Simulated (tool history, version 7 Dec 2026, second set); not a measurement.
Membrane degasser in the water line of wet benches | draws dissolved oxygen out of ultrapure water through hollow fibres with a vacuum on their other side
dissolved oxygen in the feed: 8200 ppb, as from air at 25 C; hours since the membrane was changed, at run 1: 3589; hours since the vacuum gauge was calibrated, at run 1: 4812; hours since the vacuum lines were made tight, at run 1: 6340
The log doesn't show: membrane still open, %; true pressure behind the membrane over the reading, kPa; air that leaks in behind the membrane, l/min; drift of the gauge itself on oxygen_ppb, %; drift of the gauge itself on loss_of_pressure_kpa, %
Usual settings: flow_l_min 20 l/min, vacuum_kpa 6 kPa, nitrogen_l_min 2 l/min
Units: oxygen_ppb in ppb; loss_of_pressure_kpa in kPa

run	hour	flow_l_min	vacuum_kpa	nitrogen_l_min	hours since the membrane was changed	hours since the vacuum gauge was calibrated	hours since the vacuum lines were made tight	oxygen_ppb	loss_of_pressure_kpa
1	0	20	6	2	3589	4812	6340	77.9	49.35
2	47.8	20	6	2	3637	4859	6388	76.3	49.41
3	143.4	20	6	2	3732	4955	6484	76.3	49.44
# hour 157: vacuum gauge calibrated
4	208.3	20	6	2	3796	51	6548	76.8	49.54
5	272.6	20	6	3.4	3861	116	6612	50	49.64
6	333.8	20	14.35	3.4	3922	177	6674	164.3	49.23
7	423.5	20	14.35	3.4	4012	266	6763	167.6	49.73
8	522.7	20	6	2	4111	366	6863	75.8	49.34
9	575.1	20	6	2	4163	418	6915	76.2	49.2
10	622.5	20	6	2	4211	465	6962	76.9	49.18
11	725.8	20	6	2	4314	569	7066	76.1	49.6
12	775.9	20	6	2	4364	619	7116	75.8	49.69
13	865.6	20	6	2	4454	709	7206	74.3	49.79
14	933.4	20	6	2	4522	776	7273	75.6	49.58
15	1032.4	20	6	2	4621	875	7372	75.7	49.67
16	1111.9	20	6	2	4700	955	7452	77.2	49.38
17	1159.2	20	6	2	4747	1002	7499	75.5	49.31
18	1239.8	20	3.98	3.06	4828	1083	7580	23.2	49.15
19	1337	21	7.58	2.3	4925	1180	7677	105.6	51.84
20	1390.8	20	6.79	1.1	4979	1234	7731	154.7	49.51
21	1502.5	20	6	0.89	5091	1346	7842	146.6	49.96
22	1557.7	14	7.82	1.41	5146	1401	7898	112.6	34.76
23	1619.7	22	11.85	2	5208	1463	7960	225.5	54.37
24	1695	22	11.85	2	5283	1538	8035	230.5	54.38
25	1759.7	22	11.85	2	5348	1603	8100	231.8	54.42
26	1806.2	28	10	2	5394	1649	8146	233.2	69.23
27	1920.1	28	9.15	3.27	5508	1763	8260	140.7	68.91
28	1970.2	12	6	2.71	5558	1813	8310	32.9	29.52
29	2026.2	12	6	2.71	5614	1869	8366	33.4	29.51
30	2137.6	20	11.81	1.17	5726	1981	8478	336.3	49.31
31	2203.1	20	11.81	1.17	5791	2046	8543	332.8	49.41

How the hidden state differs across the entries between the runs, from the last listed run before each to the first after it:
Between runs 3 and 4: vacuum gauge calibrated (hour 157)
  no hidden state differs between the two runs
